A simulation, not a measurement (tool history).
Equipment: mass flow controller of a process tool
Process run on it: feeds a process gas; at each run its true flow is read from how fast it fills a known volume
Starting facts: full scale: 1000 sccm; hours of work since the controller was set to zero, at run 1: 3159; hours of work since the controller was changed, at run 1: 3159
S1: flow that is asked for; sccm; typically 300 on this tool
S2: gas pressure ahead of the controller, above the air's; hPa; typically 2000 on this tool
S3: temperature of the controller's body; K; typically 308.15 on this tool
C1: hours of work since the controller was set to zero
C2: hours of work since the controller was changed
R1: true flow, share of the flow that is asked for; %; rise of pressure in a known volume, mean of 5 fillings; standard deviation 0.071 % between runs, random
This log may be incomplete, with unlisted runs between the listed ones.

run 1 day=0 | S1=300 S2=2000 S3=308.15 | C1=3159 C2=3159 | R1=100.17
run 2 day=6.262 | S1=300 S2=2000 S3=293.15 | C1=3222 C2=3222 | R1=99.51
run 3 day=10.462 | S1=300 S2=2000 S3=293.15 | C1=3264 C2=3264 | R1=99.39
run 4 day=14.996 | S1=300 S2=2000 S3=293.15 | C1=3310 C2=3310 | R1=99.4
run 5 day=19.462 | S1=300 S2=2000 S3=293.15 | C1=3355 C2=3355 | R1=99.43
run 6 day=24.604 | S1=414 S2=2000 S3=293.15 | C1=3406 C2=3406 | R1=99.27
run 7 day=30.562 | S1=414 S2=2000 S3=293.15 | C1=3466 C2=3466 | R1=99.52
run 8 day=36.721 | S1=414 S2=2000 S3=293.15 | C1=3528 C2=3528 | R1=99.33
run 9 day=42.375 | S1=414 S2=2000 S3=293.15 | C1=3585 C2=3585 | R1=99.47
run 10 day=47.412 | S1=414 S2=2000 S3=293.15 | C1=3636 C2=3636 | R1=99.46
run 11 day=53.188 | S1=414 S2=2000 S3=293.15 | C1=3694 C2=3694 | R1=99.44
run 12 day=60.412 | S1=414 S2=2000 S3=293.15 | C1=3766 C2=3766 | R1=99.4
run 13 day=68.171 | S1=414 S2=2000 S3=293.15 | C1=3844 C2=3844 | R1=99.48
run 14 day=75.208 | S1=300 S2=2000 S3=308.15 | C1=3915 C2=3915 | R1=100.09
run 15 day=79.438 | S1=300 S2=2000 S3=303.15 | C1=3957 C2=3957 | R1=99.86

Run 16 comes next. What will it give?
run 16 day=86.588 | S1=169 S2=1610 S3=302.15 | C1=4029 C2=4029 | R1=?

{"run 16": {"R1": 100.06}}
With no hidden state in the tool, this same run would have given R1 100.05 %.
